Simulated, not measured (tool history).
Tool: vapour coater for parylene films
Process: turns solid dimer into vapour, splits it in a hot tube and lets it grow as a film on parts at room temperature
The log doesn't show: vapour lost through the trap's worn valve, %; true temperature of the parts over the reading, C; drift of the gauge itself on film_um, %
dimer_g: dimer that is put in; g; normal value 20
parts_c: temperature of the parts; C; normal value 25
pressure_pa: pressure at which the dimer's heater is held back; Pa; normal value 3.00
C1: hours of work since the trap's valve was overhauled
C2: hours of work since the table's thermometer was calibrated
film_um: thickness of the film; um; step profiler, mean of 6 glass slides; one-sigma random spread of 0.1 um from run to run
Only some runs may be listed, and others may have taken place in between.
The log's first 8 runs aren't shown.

{"run": 9, "hour": 373.1, "dimer_g": 20, "parts_c": 25, "pressure_pa": 3.0, "C1": 211, "C2": 250, "film_um": 12.15}
{"run": 10, "hour": 399.4, "dimer_g": 20, "parts_c": 25, "pressure_pa": 3.0, "C1": 228, "C2": 268, "film_um": 12.04}
{"run": 11, "hour": 441.6, "dimer_g": 20, "parts_c": 25, "pressure_pa": 3.0, "C1": 257, "C2": 296, "film_um": 11.91}
{"hour": 467.5, "done": "trap's valve overhauled"}
{"run": 12, "hour": 492.2, "dimer_g": 33, "parts_c": 25, "pressure_pa": 3.0, "C1": 17, "C2": 328, "film_um": 20.97}
{"run": 13, "hour": 552.0, "dimer_g": 20, "parts_c": 25, "pressure_pa": 3.0, "C1": 57, "C2": 368, "film_um": 12.85}
{"run": 14, "hour": 600.3, "dimer_g": 20, "parts_c": 25, "pressure_pa": 3.0, "C1": 90, "C2": 401, "film_um": 12.68}
{"run": 15, "hour": 659.6, "dimer_g": 20, "parts_c": 25, "pressure_pa": 3.0, "C1": 130, "C2": 441, "film_um": 12.55}
{"run": 16, "hour": 715.5, "dimer_g": 20, "parts_c": 25, "pressure_pa": 9.91, "C1": 168, "C2": 479, "film_um": 10.27}
{"run": 17, "hour": 746.8, "dimer_g": 20, "parts_c": 25, "pressure_pa": 9.91, "C1": 189, "C2": 500, "film_um": 10.43}
{"run": 18, "hour": 795.3, "dimer_g": 20, "parts_c": 25, "pressure_pa": 3.0, "C1": 222, "C2": 533, "film_um": 11.9}
{"run": 19, "hour": 839.0, "dimer_g": 20, "parts_c": 25, "pressure_pa": 3.0, "C1": 252, "C2": 563, "film_um": 11.92}
{"hour": 873.1, "done": "trap's valve overhauled"}
{"run": 20, "hour": 892.5, "dimer_g": 20, "parts_c": 25, "pressure_pa": 3.0, "C1": 13, "C2": 596, "film_um": 12.82}
{"run": 21, "hour": 935.5, "dimer_g": 20, "parts_c": 25, "pressure_pa": 3.0, "C1": 42, "C2": 625, "film_um": 13.08}
{"run": 22, "hour": 969.6, "dimer_g": 20, "parts_c": 25, "pressure_pa": 3.0, "C1": 65, "C2": 649, "film_um": 12.81}
{"run": 23, "hour": 1028.3, "dimer_g": 20, "parts_c": 25, "pressure_pa": 3.0, "C1": 105, "C2": 688, "film_um": 12.58}
{"run": 24, "hour": 1087.9, "dimer_g": 17, "parts_c": 28, "pressure_pa": 3.0, "C1": 146, "C2": 729, "film_um": 9.25}
{"run": 25, "hour": 1144.1, "dimer_g": 17, "parts_c": 19, "pressure_pa": 5.49, "C1": 184, "C2": 767, "film_um": 11.89}
{"run": 26, "hour": 1177.3, "dimer_g": 17, "parts_c": 19, "pressure_pa": 5.49, "C1": 206, "C2": 789, "film_um": 11.71}

Run 27 comes next. What will it give?
{"run": 27, "hour": 1203.1, "dimer_g": 9, "parts_c": 22, "pressure_pa": 3.0, "C1": 224, "C2": 807, "film_um": "?"}

Run 27 produced film_um 6.23 um.
If the tool had no hidden condition, the same run with the same run-to-run variation would have returned film_um 6.63 um.
